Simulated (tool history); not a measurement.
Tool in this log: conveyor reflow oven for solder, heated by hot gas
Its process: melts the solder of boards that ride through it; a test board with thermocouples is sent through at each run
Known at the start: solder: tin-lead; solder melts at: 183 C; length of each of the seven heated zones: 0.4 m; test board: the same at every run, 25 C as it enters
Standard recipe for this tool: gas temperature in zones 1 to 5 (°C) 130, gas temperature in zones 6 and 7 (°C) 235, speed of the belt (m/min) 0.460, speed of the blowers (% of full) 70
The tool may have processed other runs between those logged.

run	hour	gas temperature in zones 1 to 5 (°C)	gas temperature in zones 6 and 7 (°C)	speed of the belt (m/min)	speed of the blowers (% of full)	highest temperature of the board (°C)	time above the solder's melting point (s)
1	0.0	130	235	0.460	70	220.1	79.4
# hour 18.7: flux residue cleaned out of gas plates and filters
2	45.2	130	241	0.460	70	225.6	83.0
3	83.5	130	250	0.460	70	233.1	91.4
4	117.4	130	250	0.460	70	232.9	91.4
5	167.6	130	250	0.460	70	233.7	89.8
6	201.2	130	247	0.460	70	231.4	88.5
7	254.0	130	247	0.460	70	229.0	89.4
8	278.2	130	247	0.460	70	230.4	87.0
9	302.3	130	235	0.460	70	219.9	79.3
# hour 331.1: flux residue cleaned out of gas plates and filters, once more
10	351.5	130	235	0.460	70	221.9	81.6
11	375.9	130	235	0.460	70	221.9	82.8
12	401.5	130	235	0.460	70	221.7	82.0
13	433.6	130	235	0.460	70	221.5	81.6
# hour 458.7: belt drive overhauled, speed set with a stopwatch
14	477.6	130	235	0.460	70	221.3	80.3
15	501.9	122	235	0.460	70	221.2	75.3
16	540.4	122	235	0.460	70	220.8	75.9
17	591.8	140	229	0.460	70	217.8	80.9
18	635.6	140	229	0.460	70	218.5	80.8
19	664.1	131	235	0.460	76	223.3	81.5
20	703.3	119	235	0.531	70	214.3	57.1
21	729.2	144	235	0.531	70	218.7	71.5
# hour 767.7: flux residue cleaned out of gas plates and filters
22	773.2	141	235	0.531	71	219.5	71.0
23	810.1	141	235	0.531	71	220.6	71.6
24	862.8	129	235	0.460	51	215.6	72.2
25	894.6	129	240	0.460	53	221.2	78.3
26	924.3	118	239	0.459	82	227.6	81.5
27	959.6	120	239	0.542	82	222.4	64.2
28	999.7	129	235	0.537	60	213.1	59.4
29	1054.2	134	244	0.515	61	223.6	72.7
30	1101.0	127	236	0.437	59	221.4	81.8
31	1123.0	127	236	0.437	59	221.5	82.2

Hidden state or all else? Some run-to-run changes of highest temperature of the board (°C), split into what the settings, what came in and random variation would give without the hidden state, and what is left for the hidden state (with any gauge scatter that isn't in both results):
Hidden state present: heat that the gas passes to the board, % of a clean oven's; belt's true speed, % of the reading; true gas temperature in zones 6 and 7 over the reading, C; drift of the gauge itself on peak_c, C; drift of the gauge itself on liquid_s, %.
Run 8 -> 9: gas temperature in zones 6 and 7 (°C) 247 -> 235. highest temperature of the board (°C) -10.5: hidden state +0.0, all else -10.5.
Run 9 -> 10: flux residue cleaned out of gas plates and filters, once more. highest temperature of the board (°C) +2.0: hidden state +2.5, all else -0.5.
Run 13 -> 14: belt drive overhauled, speed set with a stopwatch. highest temperature of the board (°C) -0.2: hidden state -0.7, all else +0.5.
Run 21 -> 22: gas temperature in zones 1 to 5 (°C) 144 -> 141, speed of the blowers (% of full) 70 -> 71, flux residue cleaned out of gas plates and filters. highest temperature of the board (°C) +0.8: hidden state +1.0, all else -0.2.
Run 27 -> 28: gas temperature in zones 1 to 5 (°C) 120 -> 129, gas temperature in zones 6 and 7 (°C) 239 -> 235, speed of the belt (m/min) 0.542 -> 0.537, speed of the blowers (% of full) 82 -> 60. highest temperature of the board (°C) -9.3: hidden state +0.0, all else -9.3.
Run 28 -> 29: gas temperature in zones 1 to 5 (°C) 129 -> 134, gas temperature in zones 6 and 7 (°C) 235 -> 244, speed of the belt (m/min) 0.537 -> 0.515, speed of the blowers (% of full) 60 -> 61. highest temperature of the board (°C) +10.5: hidden state +0.0, all else +10.5.
